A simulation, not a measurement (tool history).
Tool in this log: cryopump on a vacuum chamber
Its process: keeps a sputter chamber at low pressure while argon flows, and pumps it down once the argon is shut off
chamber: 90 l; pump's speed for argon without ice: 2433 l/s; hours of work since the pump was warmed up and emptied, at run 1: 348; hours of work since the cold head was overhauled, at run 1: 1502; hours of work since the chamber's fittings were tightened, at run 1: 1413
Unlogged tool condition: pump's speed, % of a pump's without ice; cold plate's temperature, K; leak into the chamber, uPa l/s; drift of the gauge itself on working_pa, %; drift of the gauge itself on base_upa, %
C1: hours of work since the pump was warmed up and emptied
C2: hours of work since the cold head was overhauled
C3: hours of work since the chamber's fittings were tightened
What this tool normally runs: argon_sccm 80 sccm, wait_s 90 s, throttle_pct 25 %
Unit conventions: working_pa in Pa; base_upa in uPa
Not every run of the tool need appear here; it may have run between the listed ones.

{"run": 1, "hour": 0.0, "argon_sccm": 80, "wait_s": 90, "throttle_pct": 25, "C1": 348, "C2": 1502, "C3": 1413, "working_pa": 0.2351, "base_upa": 1.82}
{"run": 2, "hour": 79.0, "argon_sccm": 80, "wait_s": 90, "throttle_pct": 25, "C1": 417, "C2": 1571, "C3": 1483, "working_pa": 0.2415, "base_upa": 1.92}
{"hour": 124.5, "done": "leaking fittings of the chamber tightened, without venting"}
{"run": 3, "hour": 158.6, "argon_sccm": 80, "wait_s": 90, "throttle_pct": 25, "C1": 485, "C2": 1640, "C3": 30, "working_pa": 0.2423, "base_upa": 0.81}
{"run": 4, "hour": 233.3, "argon_sccm": 80, "wait_s": 90, "throttle_pct": 25, "C1": 551, "C2": 1705, "C3": 96, "working_pa": 0.2486, "base_upa": 0.84}
{"hour": 264.1, "done": "pump warmed up, emptied and cooled again"}
{"run": 5, "hour": 273.8, "argon_sccm": 80, "wait_s": 90, "throttle_pct": 25, "C1": 9, "C2": 1737, "C3": 127, "working_pa": 0.2227, "base_upa": 0.83}
{"run": 6, "hour": 328.9, "argon_sccm": 44, "wait_s": 90, "throttle_pct": 25, "C1": 57, "C2": 1785, "C3": 175, "working_pa": 0.1242, "base_upa": 0.84}
{"run": 7, "hour": 380.5, "argon_sccm": 44, "wait_s": 90, "throttle_pct": 25, "C1": 102, "C2": 1830, "C3": 221, "working_pa": 0.1236, "base_upa": 0.86}
{"run": 8, "hour": 430.3, "argon_sccm": 44, "wait_s": 90, "throttle_pct": 25, "C1": 146, "C2": 1874, "C3": 265, "working_pa": 0.1258, "base_upa": 0.89}
{"run": 9, "hour": 476.5, "argon_sccm": 44, "wait_s": 90, "throttle_pct": 25, "C1": 187, "C2": 1915, "C3": 305, "working_pa": 0.1262, "base_upa": 0.97}
{"run": 10, "hour": 536.4, "argon_sccm": 44, "wait_s": 90, "throttle_pct": 25, "C1": 240, "C2": 1968, "C3": 358, "working_pa": 0.128, "base_upa": 0.98}
{"run": 11, "hour": 593.5, "argon_sccm": 80, "wait_s": 90, "throttle_pct": 16, "C1": 290, "C2": 2018, "C3": 408, "working_pa": 0.3596, "base_upa": 1.07}
{"run": 12, "hour": 668.0, "argon_sccm": 80, "wait_s": 90, "throttle_pct": 16, "C1": 355, "C2": 2083, "C3": 474, "working_pa": 0.3625, "base_upa": 1.11}
{"run": 13, "hour": 748.4, "argon_sccm": 80, "wait_s": 90, "throttle_pct": 16, "C1": 426, "C2": 2154, "C3": 545, "working_pa": 0.3653, "base_upa": 1.21}
{"run": 14, "hour": 827.3, "argon_sccm": 142, "wait_s": 281, "throttle_pct": 35, "C1": 496, "C2": 2224, "C3": 614, "working_pa": 0.3227, "base_upa": 0.96}
{"run": 15, "hour": 887.5, "argon_sccm": 80, "wait_s": 90, "throttle_pct": 42, "C1": 549, "C2": 2277, "C3": 667, "working_pa": 0.1593, "base_upa": 1.44}
{"hour": 916.0, "done": "pump warmed up, emptied and cooled again"}
{"run": 16, "hour": 974.6, "argon_sccm": 80, "wait_s": 90, "throttle_pct": 42, "C1": 51, "C2": 2349, "C3": 739, "working_pa": 0.1362, "base_upa": 1.24}
{"run": 17, "hour": 1030.7, "argon_sccm": 80, "wait_s": 90, "throttle_pct": 42, "C1": 101, "C2": 2398, "C3": 789, "working_pa": 0.1381, "base_upa": 1.29}
{"run": 18, "hour": 1077.5, "argon_sccm": 41, "wait_s": 63, "throttle_pct": 25, "C1": 142, "C2": 2439, "C3": 830, "working_pa": 0.1185, "base_upa": 1.59}
{"run": 19, "hour": 1124.2, "argon_sccm": 32, "wait_s": 90, "throttle_pct": 54, "C1": 183, "C2": 2480, "C3": 871, "working_pa": 0.045, "base_upa": 1.41}
{"run": 20, "hour": 1190.7, "argon_sccm": 80, "wait_s": 56, "throttle_pct": 24, "C1": 242, "C2": 2539, "C3": 929, "working_pa": 0.2436, "base_upa": 1.86}
{"run": 21, "hour": 1224.3, "argon_sccm": 80, "wait_s": 56, "throttle_pct": 24, "C1": 271, "C2": 2568, "C3": 959, "working_pa": 0.2436, "base_upa": 1.84}
{"run": 22, "hour": 1259.0, "argon_sccm": 80, "wait_s": 56, "throttle_pct": 24, "C1": 302, "C2": 2599, "C3": 989, "working_pa": 0.2445, "base_upa": 1.93}
{"run": 23, "hour": 1316.5, "argon_sccm": 80, "wait_s": 56, "throttle_pct": 24, "C1": 352, "C2": 2650, "C3": 1040, "working_pa": 0.2479, "base_upa": 1.94}
{"run": 24, "hour": 1369.9, "argon_sccm": 80, "wait_s": 266, "throttle_pct": 25, "C1": 399, "C2": 2697, "C3": 1087, "working_pa": 0.241, "base_upa": 1.33}
{"run": 25, "hour": 1437.6, "argon_sccm": 80, "wait_s": 173, "throttle_pct": 57, "C1": 459, "C2": 2756, "C3": 1147, "working_pa": 0.12, "base_upa": 1.54}
{"run": 26, "hour": 1496.9, "argon_sccm": 80, "wait_s": 173, "throttle_pct": 57, "C1": 511, "C2": 2808, "C3": 1199, "working_pa": 0.1241, "base_upa": 1.58}

Branching from run 26: 3 alternative next runs. What would each branch give?
{"hour": 1569.5, "done": "pump warmed up, emptied and cooled again"}
{"run": "A", "hour": 1572.1, "argon_sccm": 49, "wait_s": 200, "throttle_pct": 33, "C1": 2, "C2": 2870, "C3": 1261, "working_pa": "?", "base_upa": "?"}
{"hour": 1569.5, "done": "pump warmed up, emptied and cooled again"}
{"run": "B", "hour": 1572.1, "argon_sccm": 58, "wait_s": 173, "throttle_pct": 32, "C1": 2, "C2": 2870, "C3": 1261, "working_pa": "?", "base_upa": "?"}
{"hour": 1569.5, "done": "pump warmed up, emptied and cooled again"}
{"run": "C", "hour": 1572.1, "argon_sccm": 143, "wait_s": 135, "throttle_pct": 31, "C1": 2, "C2": 2870, "C3": 1261, "working_pa": "?", "base_upa": "?"}

run=A working_pa=0.1048 base_upa=1.29
run=B working_pa=0.1270 base_upa=1.28
run=C working_pa=0.3241 base_upa=1.36
Without the tool's unlogged condition, the same runs would have read:
run=A working_pa=0.1036 base_upa=0.40
run=B working_pa=0.1255 base_upa=0.41
run=C working_pa=0.3204 base_upa=0.51
